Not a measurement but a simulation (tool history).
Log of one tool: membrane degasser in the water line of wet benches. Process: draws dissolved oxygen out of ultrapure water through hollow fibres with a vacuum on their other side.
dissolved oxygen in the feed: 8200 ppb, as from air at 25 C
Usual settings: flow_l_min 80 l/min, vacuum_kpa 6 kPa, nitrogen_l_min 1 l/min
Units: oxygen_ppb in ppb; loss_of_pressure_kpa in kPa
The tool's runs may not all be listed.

{"run": 1, "hour": 0.0, "flow_l_min": 80, "vacuum_kpa": 6, "nitrogen_l_min": 1, "oxygen_ppb": 658.6, "loss_of_pressure_kpa": 26.85}
{"run": 2, "hour": 270.2, "flow_l_min": 80, "vacuum_kpa": 6, "nitrogen_l_min": 1, "oxygen_ppb": 663, "loss_of_pressure_kpa": 27.18}
{"run": 3, "hour": 511.0, "flow_l_min": 80, "vacuum_kpa": 6, "nitrogen_l_min": 1, "oxygen_ppb": 670.7, "loss_of_pressure_kpa": 27.14}
{"run": 4, "hour": 697.5, "flow_l_min": 80, "vacuum_kpa": 6, "nitrogen_l_min": 1, "oxygen_ppb": 674.1, "loss_of_pressure_kpa": 27.09}
{"hour": 717.0, "done": "vacuum gauge calibrated"}
{"run": 5, "hour": 859.1, "flow_l_min": 80, "vacuum_kpa": 6, "nitrogen_l_min": 1, "oxygen_ppb": 680.3, "loss_of_pressure_kpa": 27.01}
{"run": 6, "hour": 986.9, "flow_l_min": 80, "vacuum_kpa": 6, "nitrogen_l_min": 1, "oxygen_ppb": 691.3, "loss_of_pressure_kpa": 27.13}
{"run": 7, "hour": 1254.0, "flow_l_min": 80, "vacuum_kpa": 6, "nitrogen_l_min": 1, "oxygen_ppb": 692.5, "loss_of_pressure_kpa": 27.31}
{"run": 8, "hour": 1431.6, "flow_l_min": 104, "vacuum_kpa": 11.17, "nitrogen_l_min": 0.53, "oxygen_ppb": 2023.9, "loss_of_pressure_kpa": 35.67}
{"run": 9, "hour": 1593.6, "flow_l_min": 80, "vacuum_kpa": 5.6, "nitrogen_l_min": 1, "oxygen_ppb": 649.5, "loss_of_pressure_kpa": 27.43}
{"hour": 1668.7, "done": "seals of the vacuum lines changed"}
{"run": 10, "hour": 1837.1, "flow_l_min": 69, "vacuum_kpa": 4.69, "nitrogen_l_min": 1, "oxygen_ppb": 430.4, "loss_of_pressure_kpa": 23.69}
{"run": 11, "hour": 1977.5, "flow_l_min": 123, "vacuum_kpa": 6.02, "nitrogen_l_min": 1, "oxygen_ppb": 1212.2, "loss_of_pressure_kpa": 42.17}
{"run": 12, "hour": 2268.4, "flow_l_min": 51, "vacuum_kpa": 6, "nitrogen_l_min": 1.77, "oxygen_ppb": 281.6, "loss_of_pressure_kpa": 17.59}
{"hour": 2392.1, "done": "vacuum gauge calibrated, once more"}
{"run": 13, "hour": 2443.4, "flow_l_min": 122, "vacuum_kpa": 7.41, "nitrogen_l_min": 1.35, "oxygen_ppb": 1232.2, "loss_of_pressure_kpa": 41.95}
{"run": 14, "hour": 2602.9, "flow_l_min": 122, "vacuum_kpa": 7.41, "nitrogen_l_min": 1.35, "oxygen_ppb": 1253.5, "loss_of_pressure_kpa": 42.17}

Forecast each of these 5 alternatives for the next run:
{"run": "A", "hour": 2911.2, "flow_l_min": 72, "vacuum_kpa": 7.41, "nitrogen_l_min": 1.53, "oxygen_ppb": "?", "loss_of_pressure_kpa": "?"}
{"run": "B", "hour": 2911.2, "flow_l_min": 53, "vacuum_kpa": 7.01, "nitrogen_l_min": 1, "oxygen_ppb": "?", "loss_of_pressure_kpa": "?"}
{"run": "C", "hour": 2911.2, "flow_l_min": 122, "vacuum_kpa": 10.61, "nitrogen_l_min": 1.35, "oxygen_ppb": "?", "loss_of_pressure_kpa": "?"}
{"run": "D", "hour": 2911.2, "flow_l_min": 68, "vacuum_kpa": 6.97, "nitrogen_l_min": 2.06, "oxygen_ppb": "?", "loss_of_pressure_kpa": "?"}
{"run": "E", "hour": 2911.2, "flow_l_min": 51, "vacuum_kpa": 13.66, "nitrogen_l_min": 0.58, "oxygen_ppb": "?", "loss_of_pressure_kpa": "?"}

run=A oxygen_ppb=593.2 loss_of_pressure_kpa=24.93
run=B oxygen_ppb=464.3 loss_of_pressure_kpa=18.17
run=C oxygen_ppb=1601.5 loss_of_pressure_kpa=42.3
run=D oxygen_ppb=457.7 loss_of_pressure_kpa=23.44
run=E oxygen_ppb=1412.1 loss_of_pressure_kpa=17.82
Without the tool's hidden state the same runs would have given:
run=A oxygen_ppb=543 loss_of_pressure_kpa=23.42
run=B oxygen_ppb=435.7 loss_of_pressure_kpa=17.05
run=C oxygen_ppb=1508.2 loss_of_pressure_kpa=39.75
run=D oxygen_ppb=411.3 loss_of_pressure_kpa=22.02
run=E oxygen_ppb=1391.3 loss_of_pressure_kpa=16.75
